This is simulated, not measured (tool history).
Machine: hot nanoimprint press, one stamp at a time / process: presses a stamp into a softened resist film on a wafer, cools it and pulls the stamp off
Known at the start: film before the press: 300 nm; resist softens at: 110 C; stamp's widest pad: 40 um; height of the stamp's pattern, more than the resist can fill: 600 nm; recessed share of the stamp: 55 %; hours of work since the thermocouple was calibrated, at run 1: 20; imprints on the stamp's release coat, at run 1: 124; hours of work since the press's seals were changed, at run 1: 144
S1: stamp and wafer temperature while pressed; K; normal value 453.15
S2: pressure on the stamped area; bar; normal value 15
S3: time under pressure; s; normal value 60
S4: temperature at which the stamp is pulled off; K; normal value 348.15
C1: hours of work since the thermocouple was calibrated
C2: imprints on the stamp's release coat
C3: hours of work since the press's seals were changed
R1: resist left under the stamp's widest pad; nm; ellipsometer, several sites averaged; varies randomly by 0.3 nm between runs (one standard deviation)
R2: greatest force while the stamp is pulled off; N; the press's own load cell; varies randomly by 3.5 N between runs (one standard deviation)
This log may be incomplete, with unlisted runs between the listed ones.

| run | hour | S1 | S2 | S3 | S4 | C1 | C2 | C3 | R1 | R2 |
|---|---|---|---|---|---|---|---|---|---|---|
| 1 | 0 | 453.15 | 15 | 60 | 348.15 | 20 | 124 | 144 | 125.9 | 179 |
| 2 | 6.3 | 453.15 | 15 | 35 | 348.15 | 23 | 135 | 147 | 153.6 | 174 |
| 3 | 11.8 | 453.15 | 15 | 35 | 348.15 | 26 | 145 | 150 | 153.2 | 173 |
| 4 | 18.2 | 453.15 | 15 | 35 | 348.15 | 29 | 156 | 153 | 153.8 | 169 |
| 5 | 27.1 | 453.15 | 15 | 35 | 348.15 | 34 | 172 | 158 | 153.9 | 169 |
| 6 | 33.4 | 453.15 | 15 | 35 | 348.15 | 37 | 184 | 161 | 153.5 | 177 |
| 7 | 40.1 | 453.15 | 15 | 35 | 348.15 | 40 | 196 | 164 | 154.3 | 170 |
| 8 | 46.5 | 464.15 | 15 | 60 | 348.15 | 44 | 207 | 168 | 86 | 169 |
| 9 | 56.1 | 453.15 | 13.8 | 60 | 348.15 | 49 | 224 | 173 | 131.2 | 177 |
| 10 | 67.4 | 453.15 | 13.8 | 60 | 348.15 | 54 | 244 | 179 | 130.4 | 178 |
| 11 | 75.3 | 453.15 | 13.6 | 60 | 348.15 | 58 | 259 | 183 | 132.4 | 177 |
| 12 | 83.6 | 453.15 | 13.6 | 60 | 348.15 | 63 | 274 | 187 | 132.9 | 183 |
| 13 | 92.6 | 453.15 | 15 | 60 | 348.15 | 67 | 290 | 191 | 127.1 | 178 |
| 14 | 97.8 | 453.15 | 15 | 60 | 348.15 | 70 | 299 | 194 | 126.5 | 178 |
|  | 101.5 | plate thermocouple calibrated |
| 15 | 109.9 | 453.15 | 18.3 | 60 | 348.15 | 4 | 315 | 199 | 115.7 | 177 |
| 16 | 118.5 | 446.15 | 10 | 55 | 350.15 | 9 | 331 | 203 | 193.4 | 175 |
| 17 | 129.5 | 446.15 | 10 | 55 | 350.15 | 14 | 351 | 209 | 193.7 | 180 |
| 18 | 134.6 | 446.15 | 10 | 55 | 350.15 | 17 | 360 | 211 | 194.2 | 177 |
| 19 | 144.3 | 446.15 | 10 | 55 | 350.15 | 22 | 377 | 216 | 193.8 | 183 |
|  | 149 | plate thermocouple calibrated, once more |
| 20 | 154.4 | 446.15 | 10 | 55 | 350.15 | 3 | 390 | 220 | 191.5 | 181 |
| 21 | 160.9 | 453.15 | 15 | 60 | 348.15 | 6 | 401 | 223 | 125.8 | 177 |
| 22 | 170.9 | 451.15 | 15 | 60 | 334.15 | 11 | 419 | 229 | 134.9 | 216 |
| 23 | 175.7 | 451.15 | 15 | 60 | 334.15 | 14 | 428 | 231 | 135.6 | 214 |
| 24 | 181.2 | 451.15 | 15 | 60 | 334.15 | 17 | 438 | 234 | 135.3 | 221 |
| 25 | 187.4 | 451.15 | 15 | 60 | 348.15 | 20 | 449 | 237 | 135.8 | 185 |
| 26 | 194.9 | 454.15 | 19.6 | 60 | 348.15 | 24 | 462 | 241 | 107.3 | 186 |
| 27 | 206.1 | 453.15 | 18 | 48 | 348.15 | 29 | 483 | 247 | 126.8 | 189 |
| 28 | 215.1 | 444.15 | 11.1 | 106 | 342.15 | 34 | 499 | 251 | 161 | 210 |
| 29 | 225.5 | 444.15 | 11.1 | 106 | 342.15 | 39 | 517 | 257 | 161.1 | 198 |

Hidden state or all else? Some run-to-run changes of R1, split into what the settings, what came in and random variation would give without the hidden state, and what is left for the hidden state (with any gauge scatter that isn't in both results):
What the log doesn't record here: true temperature over the reading, C; pressure that arrives at the usual setting, %; grip of the stamp's worn release coat, % over a new coat's; drift of the gauge itself on residual_nm, %; drift of the gauge itself on pull_off_n, %.
Run 7 -> 8: S1 453.15 -> 464.15, S3 35 -> 60. R1 -68.3 nm: hidden state +0, all else -68.3.
Run 15 -> 16: S1 453.15 -> 446.15, S2 18.3 -> 10, S3 60 -> 55, S4 348.15 -> 350.15. R1 +77.7 nm: hidden state +0.3, all else +77.4.
Run 19 -> 20: plate thermocouple calibrated, once more. R1 -2.3 nm: hidden state -1.7, all else -0.6.
